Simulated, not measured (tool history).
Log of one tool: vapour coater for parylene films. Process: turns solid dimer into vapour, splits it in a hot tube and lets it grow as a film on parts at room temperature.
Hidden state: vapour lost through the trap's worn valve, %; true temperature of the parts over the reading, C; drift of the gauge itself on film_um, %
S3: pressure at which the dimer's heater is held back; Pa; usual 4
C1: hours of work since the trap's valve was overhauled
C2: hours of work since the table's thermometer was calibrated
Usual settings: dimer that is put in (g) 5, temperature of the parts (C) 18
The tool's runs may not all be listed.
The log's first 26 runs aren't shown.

{"run": 27, "hour": 1417.0, "dimer that is put in (g)": 5, "temperature of the parts (C)": 14, "S3": 3.13, "C1": 227, "C2": 1935, "thickness of the film (um)": 1.1}
{"run": 28, "hour": 1469.8, "dimer that is put in (g)": 4, "temperature of the parts (C)": 10, "S3": 3.89, "C1": 258, "C2": 1967, "thickness of the film (um)": 1.04}
{"run": 29, "hour": 1533.6, "dimer that is put in (g)": 5, "temperature of the parts (C)": 12, "S3": 2.08, "C1": 297, "C2": 2006, "thickness of the film (um)": 1.22}
{"run": 30, "hour": 1579.0, "dimer that is put in (g)": 3, "temperature of the parts (C)": 12, "S3": 2.05, "C1": 324, "C2": 2033, "thickness of the film (um)": 0.75}
{"hour": 1606.6, "done": "trap's valve overhauled"}
{"run": 31, "hour": 1657.0, "dimer that is put in (g)": 2, "temperature of the parts (C)": 29, "S3": 9.01, "C1": 30, "C2": 2078, "thickness of the film (um)": 0.22}
{"run": 32, "hour": 1701.5, "dimer that is put in (g)": 2, "temperature of the parts (C)": 29, "S3": 9.01, "C1": 57, "C2": 2105, "thickness of the film (um)": 0.2}
{"run": 33, "hour": 1754.2, "dimer that is put in (g)": 2, "temperature of the parts (C)": 16, "S3": 9.01, "C1": 89, "C2": 2137, "thickness of the film (um)": 0.37}
{"run": 34, "hour": 1798.3, "dimer that is put in (g)": 5, "temperature of the parts (C)": 18, "S3": 2.2, "C1": 116, "C2": 2163, "thickness of the film (um)": 0.94}
{"run": 35, "hour": 1859.1, "dimer that is put in (g)": 5, "temperature of the parts (C)": 10, "S3": 9.05, "C1": 153, "C2": 2200, "thickness of the film (um)": 1.25}
{"run": 36, "hour": 1914.6, "dimer that is put in (g)": 4, "temperature of the parts (C)": 10, "S3": 3.58, "C1": 186, "C2": 2233, "thickness of the film (um)": 1.05}
{"run": 37, "hour": 1969.9, "dimer that is put in (g)": 3, "temperature of the parts (C)": 13, "S3": 2.34, "C1": 220, "C2": 2267, "thickness of the film (um)": 0.7}
{"run": 38, "hour": 2003.4, "dimer that is put in (g)": 3, "temperature of the parts (C)": 23, "S3": 2.59, "C1": 240, "C2": 2287, "thickness of the film (um)": 0.43}
{"hour": 2016.3, "done": "table's thermometer calibrated"}
{"run": 39, "hour": 2072.8, "dimer that is put in (g)": 3, "temperature of the parts (C)": 23, "S3": 2.59, "C1": 281, "C2": 34, "thickness of the film (um)": 0.43}
{"run": 40, "hour": 2130.4, "dimer that is put in (g)": 6, "temperature of the parts (C)": 22, "S3": 6.65, "C1": 316, "C2": 69, "thickness of the film (um)": 0.85}
{"hour": 2172.7, "done": "trap's valve overhauled"}
{"run": 41, "hour": 2197.6, "dimer that is put in (g)": 5, "temperature of the parts (C)": 21, "S3": 7.13, "C1": 15, "C2": 107, "thickness of the film (um)": 0.78}
{"run": 42, "hour": 2273.2, "dimer that is put in (g)": 4, "temperature of the parts (C)": 12, "S3": 6.23, "C1": 61, "C2": 153, "thickness of the film (um)": 0.95}

Forecast run 43:
{"run": 43, "hour": 2313.8, "dimer that is put in (g)": 5, "temperature of the parts (C)": 24, "S3": 6.26, "C1": 85, "C2": 177, "thickness of the film (um)": "?"}

Run 43 gave thickness of the film (um) 0.68.
Without the tool's hidden state the same run would have given thickness of the film (um) 0.7.
